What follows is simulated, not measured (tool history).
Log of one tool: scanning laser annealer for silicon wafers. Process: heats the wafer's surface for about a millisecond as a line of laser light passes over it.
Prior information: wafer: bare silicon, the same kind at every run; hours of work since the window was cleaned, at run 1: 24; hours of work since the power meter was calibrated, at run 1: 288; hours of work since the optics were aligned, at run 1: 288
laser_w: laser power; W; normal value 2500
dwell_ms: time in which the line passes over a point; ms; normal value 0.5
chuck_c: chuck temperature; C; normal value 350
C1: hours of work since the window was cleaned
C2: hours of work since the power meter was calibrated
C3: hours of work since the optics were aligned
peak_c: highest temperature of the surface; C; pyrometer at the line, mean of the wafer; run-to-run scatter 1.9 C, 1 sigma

Run 1, hour 0: usual settings; C1 24; C2 288; C3 288. Result: peak_c 1094 C.
Run 2, hour 43.8: usual settings; C1 54; C2 318; C3 318. Result: peak_c 1094 C.
Run 3, hour 109.6: usual settings; C1 99; C2 363; C3 363. Result: peak_c 1094 C.
Run 4, hour 159.1: usual settings; C1 133; C2 397; C3 397. Result: peak_c 1090 C.
Run 5, hour 197.9: usual settings; C1 159; C2 423; C3 423. Result: peak_c 1087 C.
Run 6, hour 258: usual settings; C1 200; C2 464; C3 464. Result: peak_c 1086 C.
Run 7, hour 290.9: usual settings but laser_w 2538 W; C1 223; C2 487; C3 487. Result: peak_c 1096 C.
Run 8, hour 356.6: usual settings but laser_w 2538 W; C1 268; C2 531; C3 531. Result: peak_c 1095 C.
Run 9, hour 418.2: usual settings but laser_w 2538 W; C1 310; C2 574; C3 574. Result: peak_c 1086 C.
Run 10, hour 471.7: usual settings but laser_w 2538 W; C1 346; C2 610; C3 610. Result: peak_c 1088 C.
Run 11, hour 535.9: usual settings but laser_w 2538 W, dwell_ms 0.535 ms; C1 390; C2 654; C3 654. Result: peak_c 1109 C.
Run 12, hour 565.7: usual settings but laser_w 2538 W, dwell_ms 0.535 ms, chuck_c 374 C; C1 410; C2 674; C3 674. Result: peak_c 1131 C.
Run 13, hour 614.6: usual settings but laser_w 2538 W, dwell_ms 0.535 ms, chuck_c 374 C; C1 444; C2 708; C3 708. Result: peak_c 1129 C.
Run 14, hour 644: usual settings but laser_w 2538 W, dwell_ms 0.535 ms, chuck_c 374 C; C1 464; C2 728; C3 728. Result: peak_c 1130 C.
Run 15, hour 690.3: usual settings but laser_w 2538 W, dwell_ms 0.535 ms, chuck_c 374 C; C1 495; C2 759; C3 759. Result: peak_c 1129 C.
Run 16, hour 741.3: usual settings but laser_w 2538 W, dwell_ms 0.535 ms, chuck_c 374 C; C1 530; C2 794; C3 794. Result: peak_c 1123 C.
Run 17, hour 799: usual settings; C1 569; C2 833; C3 833. Result: peak_c 1064 C.
Run 18, hour 854.6: usual settings; C1 607; C2 871; C3 871. Result: peak_c 1059 C.
Run 19, hour 924.3: usual settings but laser_w 2176 W, dwell_ms 0.355 ms, chuck_c 330 C; C1 655; C2 919; C3 919. Result: peak_c 843 C.
Run 20, hour 978.3: usual settings but laser_w 2176 W, dwell_ms 0.355 ms, chuck_c 330 C; C1 692; C2 956; C3 956. Result: peak_c 839 C.
Run 21, hour 1042.5: usual settings but laser_w 2176 W, dwell_ms 0.355 ms, chuck_c 330 C; C1 736; C2 1000; C3 1000. Result: peak_c 837 C.
At hour 1064.9: optics aligned, line set to its width.
Run 22, hour 1103.4: usual settings but laser_w 2176 W, dwell_ms 0.355 ms, chuck_c 330 C; C1 774; C2 1038; C3 26. Result: peak_c 852 C.
Run 23, hour 1142.6: usual settings but laser_w 2414 W, dwell_ms 0.542 ms; C1 801; C2 1065; C3 53. Result: peak_c 1069 C.
At hour 1171.2: window over the wafer cleaned.
Run 24, hour 1187.4: usual settings but laser_w 2414 W, dwell_ms 0.514 ms, chuck_c 375 C; C1 11; C2 1094; C3 82. Result: peak_c 1105 C.
Run 25, hour 1234.4: usual settings but laser_w 2462 W, dwell_ms 0.612 ms, chuck_c 344 C; C1 43; C2 1126; C3 114. Result: peak_c 1156 C.
Run 26, hour 1298.8: usual settings but laser_w 2462 W, dwell_ms 0.612 ms, chuck_c 369 C; C1 87; C2 1170; C3 158. Result: peak_c 1173 C.
Run 27, hour 1342.7: usual settings but laser_w 2462 W, dwell_ms 0.612 ms, chuck_c 369 C; C1 117; C2 1200; C3 188. Result: peak_c 1172 C.
Run 28, hour 1401.5: usual settings but laser_w 2155 W, dwell_ms 0.492 ms, chuck_c 372 C; C1 157; C2 1240; C3 228. Result: peak_c 994 C.
Run 29, hour 1446.1: usual settings but laser_w 2247 W, dwell_ms 0.521 ms, chuck_c 363 C; C1 188; C2 1270; C3 259. Result: peak_c 1029 C.
Run 30, hour 1492.7: usual settings but chuck_c 377 C; C1 219; C2 1302; C3 291. Result: peak_c 1115 C.
Run 31, hour 1543: usual settings but dwell_ms 0.608 ms; C1 254; C2 1336; C3 325. Result: peak_c 1154 C.
Run 32, hour 1592.6: usual settings but dwell_ms 0.608 ms; C1 288; C2 1370; C3 359. Result: peak_c 1152 C.
Run 33, hour 1647.1: usual settings but laser_w 2372 W, dwell_ms 0.608 ms, chuck_c 321 C; C1 325; C2 1407; C3 396. Result: peak_c 1077 C.
Run 34, hour 1691.4: usual settings but laser_w 2374 W, dwell_ms 0.382 ms, chuck_c 312 C; C1 355; C2 1438; C3 426. Result: peak_c 913 C.
Run 35, hour 1750.6: usual settings but laser_w 2185 W, dwell_ms 0.434 ms, chuck_c 381 C; C1 395; C2 1478; C3 467. Result: peak_c 961 C.
Run 36, hour 1811.5: usual settings but dwell_ms 0.476 ms; C1 437; C2 1520; C3 508. Result: peak_c 1056 C.

Consider 5 possible next runs. They are alternatives, not a sequence: every one starts from the tool as it was left by run 36. What does each give?
Run A, hour 1852.7: usual settings but dwell_ms 0.476 ms, chuck_c 349 C; C1 465; C2 1548; C3 536. Result: peak_c ?.
Run B, hour 1852.7: usual settings but laser_w 2649 W; C1 465; C2 1548; C3 536. Result: peak_c ?.
Run C, hour 1852.7: usual settings but dwell_ms 0.484 ms, chuck_c 341 C; C1 465; C2 1548; C3 536. Result: peak_c ?.
Run D, hour 1852.7: usual settings but laser_w 2444 W, dwell_ms 0.563 ms, chuck_c 385 C; C1 465; C2 1548; C3 536. Result: peak_c ?.
Run E, hour 1852.7: usual settings but laser_w 2670 W, dwell_ms 0.373 ms, chuck_c 363 C; C1 465; C2 1548; C3 536. Result: peak_c ?.

run  peak_c
  A    1052
  B    1119
  C    1051
  D    1126
  E    1039
Had the tool no hidden state, the same runs would have come out as:
run  peak_c
  A    1091
  B    1162
  C    1091
  D    1168
  E    1076

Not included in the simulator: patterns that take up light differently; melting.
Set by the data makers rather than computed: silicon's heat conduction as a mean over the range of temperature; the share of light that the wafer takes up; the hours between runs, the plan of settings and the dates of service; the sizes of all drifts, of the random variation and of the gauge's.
